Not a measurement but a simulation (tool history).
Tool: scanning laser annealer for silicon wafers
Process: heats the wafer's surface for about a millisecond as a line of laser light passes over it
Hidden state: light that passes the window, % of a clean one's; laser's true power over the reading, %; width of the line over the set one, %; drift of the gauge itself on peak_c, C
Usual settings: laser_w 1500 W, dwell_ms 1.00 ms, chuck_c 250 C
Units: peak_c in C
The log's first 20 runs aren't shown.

run	hour	laser_w	dwell_ms	chuck_c	hours of work since the window was cleaned	hours of work since the power meter was calibrated	hours of work since the optics were aligned	peak_c
21	441.4	1500	1.00	235	159	541	15	1012
22	460.9	1500	1.00	235	170	553	26	1008
23	479.3	1596	1.00	235	181	564	37	1055
24	503.0	1571	1.00	216	195	578	51	1019
25	521.0	1378	1.00	250	206	588	62	966
26	537.2	1500	1.00	268	216	598	71	1044
27	552.2	1500	1.00	268	224	607	80	1040
28	576.4	1500	0.97	268	239	621	94	1026
29	605.9	1500	0.97	268	256	639	112	1027
# hour 611.3: laser's power meter calibrated
30	627.3	1466	1.00	270	267	9	123	1028
31	642.7	1466	1.02	277	276	19	132	1042
32	655.8	1299	1.02	283	284	26	140	966
33	683.8	1299	1.02	283	300	43	156	966
34	699.6	1299	1.02	283	310	52	165	967
35	714.5	1355	0.83	256	319	61	174	895
36	731.8	1307	1.01	260	329	71	184	943
37	755.4	1500	1.07	282	343	85	198	1079
# hour 774.1: laser's power meter calibrated, once more
38	780.7	1489	1.07	282	356	4	212	1070
39	808.5	1500	1.18	261	372	20	228	1091
40	824.8	1500	0.79	210	382	30	238	889
41	855.7	1500	0.79	210	400	48	256	888

4 ways to go on from here, each from the tool as it stands after run 41. What would each give?
A	868.8	1500	0.85	257	408	56	264	?
B	868.8	1463	1.10	210	408	56	264	?
C	868.8	1552	0.76	250	408	56	264	?
D	868.8	1398	0.78	251	408	56	264	?

run	peak_c
A	959
B	993
C	935
D	882
Without the tool's hidden state the same runs would have given:
run	peak_c
A	974
B	1010
C	950
D	896
